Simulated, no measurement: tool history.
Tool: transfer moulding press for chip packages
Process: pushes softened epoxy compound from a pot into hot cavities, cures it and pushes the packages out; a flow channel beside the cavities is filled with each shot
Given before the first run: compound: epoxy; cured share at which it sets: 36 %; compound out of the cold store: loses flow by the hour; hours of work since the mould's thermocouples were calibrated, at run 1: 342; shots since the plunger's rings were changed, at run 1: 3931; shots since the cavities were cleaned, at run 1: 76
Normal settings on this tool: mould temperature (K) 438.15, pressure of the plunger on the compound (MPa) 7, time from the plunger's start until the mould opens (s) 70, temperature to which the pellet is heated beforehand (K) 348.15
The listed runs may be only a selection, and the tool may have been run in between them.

run     day  mould temperature (K)  pressure of the plunger on the compound (MPa)  time from the plunger's start until the mould opens (s)  temperature to which the pellet is heated beforehand (K)  hours of work since the mould's thermocouples were calibrated  shots since the plunger's rings were changed  shots since the cavities were cleaned  incoming compound's hours out of the cold store  length that the compound runs in the flow channel (mm)  greatest force on the pins that push the packages out (N)
  1       0                 438.15                                              7                                                       70                                                    348.15                                                            342                                          3931                                     76                                             19.1                                                     834                                                        405
      1.367  -- cavities cleaned with cleaning compound and waxed
  2     2.3                 438.15                                              7                                                       70                                                    343.15                                                            373                                          4641                                    296                                             38.3                                                     764                                                        428
       3.15  -- cavities cleaned with cleaning compound and waxed
      4.762  -- cavities cleaned with cleaning compound and waxed
  3   5.371                 438.15                                              7                                                       70                                                    343.15                                                            414                                          5574                                    192                                               30                                                     781                                                        428
        6.4  -- cavities cleaned with cleaning compound and waxed
  4   7.196                 432.15                                              7                                                       70                                                    348.15                                                            438                                          6134                                    253                                             44.1                                                     736                                                        629
      7.504  -- mould's thermocouples calibrated
      8.208  -- cavities cleaned with cleaning compound and waxed
      9.692  -- plunger's sealing rings changed
  5   9.788                 432.15                                              7                                                       70                                                    348.15                                                             29                                            30                                    468                                             14.4                                                     924                                                        761
     10.083  -- cavities cleaned with cleaning compound and waxed
  6    11.3                 438.15                                           7.21                                                       70                                                    348.15                                                             50                                           490                                    386                                               47                                                     834                                                        456
       11.7  -- cavities cleaned with cleaning compound and waxed
     13.288  -- cavities cleaned with cleaning compound and waxed
  7  14.175                 438.15                                              7                                                       70                                                    356.15                                                             88                                          1362                                    282                                             16.2                                                     896                                                        445
     15.146  -- cavities cleaned with cleaning compound and waxed
     16.804  -- cavities cleaned with cleaning compound and waxed
  8  17.525                 438.15                                              7                                                       76                                                    349.15                                                            133                                          2384                                    229                                             26.2                                                     836                                                        400
     18.558  -- cavities cleaned with cleaning compound and waxed
     19.396  -- mould's thermocouples calibrated, once more
     20.271  -- cavities cleaned with cleaning compound and waxed
  9   20.55                 438.15                                           5.64                                                       62                                                    339.15                                                             15                                          3277                                     88                                             17.9                                                     749                                                        523
      21.95  -- cavities cleaned with cleaning compound and waxed
 10  23.162                 438.15                                           5.64                                                       62                                                    339.15                                                             51                                          4086                                    384                                             28.1                                                     727                                                        590
     23.667  -- cavities cleaned with cleaning compound and waxed
 11  24.646                 438.15                                           7.13                                                       96                                                    349.15                                                             70                                          4536                                    309                                             25.2                                                     811                                                        348
     25.283  -- cavities cleaned with cleaning compound and waxed
 12  26.521                 438.15                                           7.79                                                       70                                                    357.15                                                             96                                          5111                                    392                                             42.6                                                     791                                                        435

Forecast each of these 3 alternatives for the next run:
     27.092  -- cavities cleaned with cleaning compound and waxed
     28.758  -- cavities cleaned with cleaning compound and waxed
  A  29.833                 444.15                                           8.54                                                       70                                                    349.15                                                            140                                          6122                                    341                                             30.2                                                       ?                                                          ?
     27.092  -- cavities cleaned with cleaning compound and waxed
     28.758  -- cavities cleaned with cleaning compound and waxed
  B  29.833                 432.15                                           7.14                                                       70                                                    347.15                                                            140                                          6122                                    341                                             15.4                                                       ?                                                          ?
     27.092  -- cavities cleaned with cleaning compound and waxed
     28.758  -- cavities cleaned with cleaning compound and waxed
  C  29.833                 433.15                                           7.79                                                       88                                                    352.15                                                            140                                          6122                                    341                                             18.4                                                       ?                                                          ?

run  length that the compound runs in the flow channel (mm)  greatest force on the pins that push the packages out (N)
  A                                                     824                                                        382
  B                                                     819                                                        699
  C                                                     850                                                        417
With the hidden condition removed and each run's random variation left untouched, the same runs would have given:
run  length that the compound runs in the flow channel (mm)  greatest force on the pins that push the packages out (N)
  A                                                     931                                                        302
  B                                                     925                                                        554
  C                                                     960                                                        330
